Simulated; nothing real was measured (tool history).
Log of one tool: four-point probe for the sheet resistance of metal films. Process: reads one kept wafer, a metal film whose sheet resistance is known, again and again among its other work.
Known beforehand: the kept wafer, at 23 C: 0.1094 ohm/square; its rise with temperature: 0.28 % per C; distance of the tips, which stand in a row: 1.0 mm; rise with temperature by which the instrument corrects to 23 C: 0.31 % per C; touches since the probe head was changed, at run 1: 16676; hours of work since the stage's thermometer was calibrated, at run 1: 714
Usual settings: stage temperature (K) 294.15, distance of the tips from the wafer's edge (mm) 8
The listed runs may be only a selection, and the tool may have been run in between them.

| run | hour | stage temperature (K) | distance of the tips from the wafer's edge (mm) | touches since the probe head was changed | hours of work since the stage's thermometer was calibrated | sheet resistance as the instrument gives it (ohm/square) |
|---|---|---|---|---|---|---|
| 1 | 0.0 | 294.15 | 8 | 16676 | 714 | 0.110304 |
| 2 | 28.3 | 294.15 | 8 | 17941 | 731 | 0.110322 |
| 3 | 61.3 | 294.15 | 8 | 19421 | 752 | 0.110360 |
| 4 | 78.0 | 301.15 | 8 | 20170 | 762 | 0.110103 |
| 5 | 103.1 | 301.15 | 8 | 21292 | 778 | 0.110119 |
| 6 | 124.2 | 301.15 | 8 | 22235 | 791 | 0.110082 |
| 7 | 159.1 | 297.15 | 8 | 23799 | 813 | 0.110239 |
| 8 | 190.6 | 297.15 | 8 | 25209 | 832 | 0.110225 |
| 9 | 225.8 | 297.15 | 8 | 26784 | 854 | 0.110236 |
| 10 | 251.9 | 297.15 | 8 | 27954 | 870 | 0.110272 |
| 11 | 267.1 | 294.15 | 8 | 28636 | 880 | 0.110388 |
| 12 | 289.3 | 308.15 | 9 | 29626 | 894 | 0.109741 |
| 13 | 314.0 | 294.15 | 8 | 30736 | 909 | 0.110364 |
| 14 | 346.2 | 294.15 | 8 | 32175 | 929 | 0.110377 |
| 15 | 373.1 | 294.15 | 5 | 33382 | 946 | 0.111790 |
| 16 | 394.2 | 294.15 | 13 | 34326 | 959 | 0.109827 |
| 17 | 412.7 | 298.15 | 60 | 35153 | 970 | 0.109344 |
| 18 | 432.3 | 297.15 | 8 | 36031 | 982 | 0.110291 |
| 19 | 456.7 | 298.15 | 60 | 37121 | 998 | 0.109351 |
| 20 | 487.8 | 298.15 | 60 | 38513 | 1017 | 0.109428 |
| 21 | 509.0 | 298.15 | 60 | 39465 | 1030 | 0.109357 |

Forecast each of these 5 alternatives for the next run:
| A | 531.4 | 307.15 | 3 | 40466 | 1044 | ? |
| B | 531.4 | 299.15 | 5 | 40466 | 1044 | ? |
| C | 531.4 | 295.15 | 11 | 40466 | 1044 | ? |
| D | 531.4 | 306.15 | 5 | 40466 | 1044 | ? |
| E | 531.4 | 292.15 | 31 | 40466 | 1044 | ? |

| run | sheet resistance as the instrument gives it (ohm/square) |
|---|---|
| A | 0.115171 |
| B | 0.111609 |
| C | 0.109978 |
| D | 0.111399 |
| E | 0.109634 |
With the hidden condition removed and each run's random variation left untouched, the same runs would have given:
| run | sheet resistance as the instrument gives it (ohm/square) |
|---|---|
| A | 0.115140 |
| B | 0.111579 |
| C | 0.109947 |
| D | 0.111369 |
| E | 0.109603 |

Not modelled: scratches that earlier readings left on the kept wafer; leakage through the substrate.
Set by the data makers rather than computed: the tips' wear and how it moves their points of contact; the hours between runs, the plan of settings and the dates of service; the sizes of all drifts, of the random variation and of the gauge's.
